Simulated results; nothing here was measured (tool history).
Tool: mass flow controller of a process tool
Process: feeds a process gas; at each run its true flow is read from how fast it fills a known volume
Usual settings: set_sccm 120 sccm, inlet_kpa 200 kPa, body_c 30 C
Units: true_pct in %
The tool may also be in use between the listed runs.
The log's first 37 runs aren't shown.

run,day,set_sccm,inlet_kpa,body_c,true_pct
38,349.608,141,265,21,103.78
39,360.800,141,171,24,103.35
40,367.279,124,150,32,102.72
41,378.512,73,217,32,103.12
42,387.279,73,217,32,103.13
43,396.012,73,143,30,102.92
44,405.008,73,143,30,102.94
45,413.008,120,145,39,102.81
46,420.008,120,267,39,103.71
47,428.338,34,200,37,103.76
48,438.567,118,268,30,104.00

Forecast each of these 3 alternatives for the next run:
A,449.667,33,222,30,?
B,449.667,35,279,26,?
C,449.667,28,257,30,?

run,true_pct
A,104.56
B,104.88
C,105.11
Without the tool's hidden state the same runs would have given:
run,true_pct
A,98.95
B,99.36
C,99.20
